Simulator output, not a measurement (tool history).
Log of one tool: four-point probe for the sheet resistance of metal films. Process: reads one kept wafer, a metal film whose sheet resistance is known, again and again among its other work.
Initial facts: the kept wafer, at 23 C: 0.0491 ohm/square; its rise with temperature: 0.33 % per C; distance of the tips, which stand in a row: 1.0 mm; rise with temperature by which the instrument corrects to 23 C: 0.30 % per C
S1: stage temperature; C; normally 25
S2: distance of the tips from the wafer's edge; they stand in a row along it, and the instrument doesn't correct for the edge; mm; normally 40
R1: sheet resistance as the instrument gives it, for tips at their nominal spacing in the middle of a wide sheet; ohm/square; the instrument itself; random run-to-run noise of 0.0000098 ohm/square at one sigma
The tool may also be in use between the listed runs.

run 1 day=0 | S1=25 S2=40 | R1=0.049027
run 2 day=4.279 | S1=22 S2=40 | R1=0.049005
run 3 day=7.596 | S1=25 S2=40 | R1=0.049017
run 4 day=12.488 | S1=25 S2=40 | R1=0.049025
run 5 day=14.767 | S1=20 S2=40 | R1=0.048954
run 6 day=18.412 | S1=25 S2=40 | R1=0.049009
run 7 day=20.833 | S1=19 S2=40 | R1=0.048925
run 8 day=23.217 | S1=24 S2=40 | R1=0.049014
run 9 day=26.904 | S1=20 S2=40 | R1=0.048929
run 10 day=30.125 | S1=20 S2=40 | R1=0.04894
run 11 day=33.638 | S1=25 S2=15 | R1=0.0491
run 12 day=36.979 | S1=25 S2=15 | R1=0.049101
run 13 day=40.879 | S1=25 S2=40 | R1=0.048998
run 14 day=44.738 | S1=25 S2=40 | R1=0.049002
run 15 day=48.662 | S1=25 S2=40 | R1=0.049009
run 16 day=53.404 | S1=25 S2=40 | R1=0.048987
-- day=56.412 stage's thermometer calibrated
run 17 day=56.812 | S1=25 S2=4 | R1=0.05042
run 18 day=61.754 | S1=25 S2=4 | R1=0.050421
run 19 day=65.85 | S1=25 S2=4 | R1=0.050412
run 20 day=69.312 | S1=23 S2=20 | R1=0.048855
run 21 day=72.429 | S1=23 S2=20 | R1=0.048859
run 22 day=76.438 | S1=23 S2=20 | R1=0.048853
run 23 day=78.921 | S1=23 S2=20 | R1=0.048868
run 24 day=81.958 | S1=23 S2=20 | R1=0.048845
run 25 day=84.758 | S1=24 S2=20 | R1=0.048876
run 26 day=87.654 | S1=24 S2=24 | R1=0.048857
run 27 day=91.262 | S1=24 S2=24 | R1=0.048837
-- day=94.008 new probe head fitted
run 28 day=96.254 | S1=21 S2=9 | R1=0.049387
run 29 day=98.488 | S1=21 S2=9 | R1=0.04938
run 30 day=101.058 | S1=25 S2=38 | R1=0.049122
run 31 day=104.196 | S1=24 S2=3 | R1=0.051856
run 32 day=109.279 | S1=19 S2=10 | R1=0.049279
run 33 day=111.425 | S1=32 S2=44 | R1=0.049217
run 34 day=114.012 | S1=32 S2=44 | R1=0.049211
run 35 day=117.546 | S1=32 S2=17 | R1=0.04928

Some steps in R1, run to run, broken into two amounts with sign: the step expected even without the hidden condition (settings, incoming material, random variation), and the rest, left for the hidden condition together with whatever gauge scatter is not in both the measured and the hidden-condition-free result:
Unlogged tool condition in this case: inner tips' distance over the nominal, %; tips' flats over new ones', %; wafer's true temperature over the reading, C; drift of the gauge itself on sheet_ohm, %.
Run 16 -> 17: S2 40 -> 4, stage's thermometer calibrated. R1 +0.001433 ohm/square: hidden state -0.000154, all else +0.001587.
Run 19 -> 20: S1 25 -> 23, S2 4 -> 20. R1 -0.001557 ohm/square: hidden state +0.000006, all else -0.001563.
Run 27 -> 28: S1 24 -> 21, S2 24 -> 9, new probe head fitted. R1 +0.00055 ohm/square: hidden state +0.000304, all else +0.000246.
Run 30 -> 31: S1 25 -> 24, S2 38 -> 3. R1 +0.002734 ohm/square: hidden state -0.000003, all else +0.002737.
Run 31 -> 32: S1 24 -> 19, S2 3 -> 10. R1 -0.002577 ohm/square: hidden state -0.000001, all else -0.002576.
